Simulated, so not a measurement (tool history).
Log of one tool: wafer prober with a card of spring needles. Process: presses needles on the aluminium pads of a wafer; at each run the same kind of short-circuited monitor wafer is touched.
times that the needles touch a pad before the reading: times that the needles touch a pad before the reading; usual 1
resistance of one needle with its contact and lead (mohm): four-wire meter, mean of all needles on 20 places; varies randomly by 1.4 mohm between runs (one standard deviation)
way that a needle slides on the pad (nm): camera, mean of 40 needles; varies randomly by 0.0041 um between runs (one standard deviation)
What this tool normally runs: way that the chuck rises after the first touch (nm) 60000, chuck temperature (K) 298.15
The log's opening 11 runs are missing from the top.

| run | hour | way that the chuck rises after the first touch (nm) | chuck temperature (K) | times that the needles touch a pad before the reading | touches since the tips were cleaned | cleanings since the card got new needles | touches since the first contact's height was set | resistance of one needle with its contact and lead (mohm) | way that a needle slides on the pad (nm) |
|---|---|---|---|---|---|---|---|---|---|
|  | 195.5 | tips cleaned on abrasive film |
| 12 | 197.3 | 60000 | 298.15 | 1 | 760 | 49 | 43603 | 121 | 8503 |
|  | 209.5 | tips cleaned on abrasive film |
| 13 | 212.1 | 60000 | 298.15 | 1 | 1130 | 50 | 49910 | 123 | 8496 |
|  | 224.7 | tips cleaned on abrasive film |
| 14 | 224.7 | 60000 | 298.15 | 1 | 0 | 51 | 55271 | 120 | 8501 |
| 15 | 237.5 | 60000 | 298.15 | 1 | 5480 | 51 | 60751 | 123 | 8501 |
|  | 239.3 | tips cleaned on abrasive film |
|  | 253.9 | tips cleaned on abrasive film |
|  | 254.2 | height of the first contact set anew |
| 16 | 256.5 | 60000 | 298.15 | 1 | 984 | 53 | 984 | 122 | 8498 |
|  | 268.3 | tips cleaned on abrasive film |
| 17 | 272.9 | 65000 | 374.15 | 3 | 1978 | 54 | 7945 | 133 | 9209 |
|  | 283.4 | tips cleaned on abrasive film |
|  | 298.6 | tips cleaned on abrasive film |
| 18 | 299.9 | 62000 | 329.15 | 1 | 552 | 56 | 19413 | 125 | 8785 |
|  | 313.5 | tips cleaned on abrasive film |
| 19 | 315.5 | 62000 | 329.15 | 1 | 844 | 57 | 26067 | 124 | 8779 |
|  | 328.3 | tips cleaned on abrasive film |
|  | 342.4 | tips cleaned on abrasive film |
| 20 | 342.4 | 42000 | 300.15 | 3 | 0 | 59 | 37512 | 129 | 5942 |
| 21 | 354.6 | 42000 | 300.15 | 3 | 5186 | 59 | 42698 | 126 | 5951 |
|  | 357.2 | tips cleaned on abrasive film |
|  | 371.2 | tips cleaned on abrasive film |
| 22 | 373.4 | 62000 | 303.15 | 1 | 950 | 61 | 50690 | 120 | 8780 |
|  | 385.1 | tips cleaned on abrasive film |
| 23 | 389.2 | 65000 | 392.15 | 1 | 1721 | 62 | 57380 | 131 | 9199 |
|  | 399.1 | tips cleaned on abrasive film |
| 24 | 407.4 | 65000 | 392.15 | 1 | 3567 | 63 | 65142 | 132 | 9200 |
|  | 413.1 | height of the first contact set anew |
|  | 414.2 | tips cleaned on abrasive film |
| 25 | 427.7 | 60000 | 298.15 | 1 | 5749 | 64 | 6217 | 119 | 8501 |
|  | 429.4 | tips cleaned on abrasive film |
|  | 443.3 | tips cleaned on abrasive film |
| 26 | 443.3 | 73000 | 302.15 | 1 | 0 | 66 | 12841 | 119 | 10340 |
| 27 | 456.9 | 73000 | 302.15 | 1 | 5788 | 66 | 18629 | 119 | 10334 |
|  | 459.3 | tips cleaned on abrasive film |
| 28 | 471.0 | 60000 | 308.15 | 1 | 4995 | 67 | 24629 | 125 | 8499 |
|  | 474.7 | tips cleaned on abrasive film |
|  | 489.1 | tips cleaned on abrasive film |
| 29 | 492.7 | 60000 | 308.15 | 3 | 1511 | 69 | 33828 | 122 | 8499 |
|  | 504.0 | tips cleaned on abrasive film |
| 30 | 505.0 | 52000 | 326.15 | 1 | 433 | 70 | 39084 | 129 | 7365 |
|  | 518.5 | tips cleaned on abrasive film |
| 31 | 525.4 | 52000 | 326.15 | 1 | 2955 | 71 | 47754 | 128 | 7361 |

Consider 3 possible next runs. They are alternatives, not a sequence: every one starts from the tool as it was left by run 31. What does each give?
|  | 532.9 | tips cleaned on abrasive film |
|  | 548.5 | tips cleaned on abrasive film |
| A | 550.1 | 60000 | 388.15 | 1 | 659 | 73 | 58237 | ? | ? |
|  | 532.9 | tips cleaned on abrasive film |
|  | 548.5 | tips cleaned on abrasive film |
| B | 550.1 | 60000 | 298.15 | 3 | 659 | 73 | 58237 | ? | ? |
|  | 532.9 | tips cleaned on abrasive film |
|  | 548.5 | tips cleaned on abrasive film |
| C | 550.1 | 62000 | 298.15 | 1 | 659 | 73 | 58237 | ? | ? |

| run | resistance of one needle with its contact and lead (mohm) | way that a needle slides on the pad (nm) |
|---|---|---|
| A | 135 | 8491 |
| B | 123 | 8490 |
| C | 119 | 8780 |
Had the tool no hidden state, the same runs would have come out as:
| run | resistance of one needle with its contact and lead (mohm) | way that a needle slides on the pad (nm) |
|---|---|---|
| A | 135 | 8492 |
| B | 123 | 8491 |
| C | 118 | 8781 |
